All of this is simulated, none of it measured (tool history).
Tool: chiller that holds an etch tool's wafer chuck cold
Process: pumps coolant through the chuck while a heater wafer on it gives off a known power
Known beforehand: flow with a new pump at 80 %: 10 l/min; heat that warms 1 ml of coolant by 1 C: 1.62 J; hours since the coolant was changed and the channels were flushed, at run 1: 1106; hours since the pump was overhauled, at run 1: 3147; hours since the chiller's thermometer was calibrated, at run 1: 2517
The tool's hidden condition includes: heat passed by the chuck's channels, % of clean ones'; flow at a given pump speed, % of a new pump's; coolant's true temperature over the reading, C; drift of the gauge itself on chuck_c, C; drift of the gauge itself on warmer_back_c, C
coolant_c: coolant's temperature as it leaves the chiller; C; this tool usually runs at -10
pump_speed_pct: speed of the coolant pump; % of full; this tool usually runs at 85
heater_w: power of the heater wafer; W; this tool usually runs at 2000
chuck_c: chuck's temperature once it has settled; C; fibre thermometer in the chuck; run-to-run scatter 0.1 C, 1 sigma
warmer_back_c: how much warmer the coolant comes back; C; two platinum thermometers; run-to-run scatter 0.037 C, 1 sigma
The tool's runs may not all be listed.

run,hour,coolant_c,pump_speed_pct,heater_w,hours since the coolant was changed and the channels were flushed,hours since the pump was overhauled,hours since the chiller's thermometer was calibrated,chuck_c,warmer_back_c
1,0,-10,85,2000,1106,3147,2517,8.2,7.31
2,178.2,-10,85,2000,1284,3325,2695,8.4,7.39
3,362.6,-10,85,2000,1469,3509,2879,8.7,7.39
4,543.2,-10,85,2000,1649,3690,3060,8.6,7.46
5,630.5,-7,85,2000,1736,3777,3147,11.7,7.43
6,807.5,-7,85,2000,1913,3954,3324,11.6,7.45
7,936.1,-7,85,2000,2042,4083,3453,12,7.49
8,1063.2,-10,85,2000,2169,4210,3580,9.1,7.51
9,1201.7,-10,85,2000,2308,4349,3719,9.1,7.49

Estimate the outcome of run 10 from the log above:
10,1396.6,-4,85,2000,2503,4543,3913,?,?

{"run 10": {"chuck_c": 15.2, "warmer_back_c": 7.42}}
The same run, on a tool lacking any hidden state, would have yielded chuck_c 12.8 C, warmer_back_c 6.8 C.
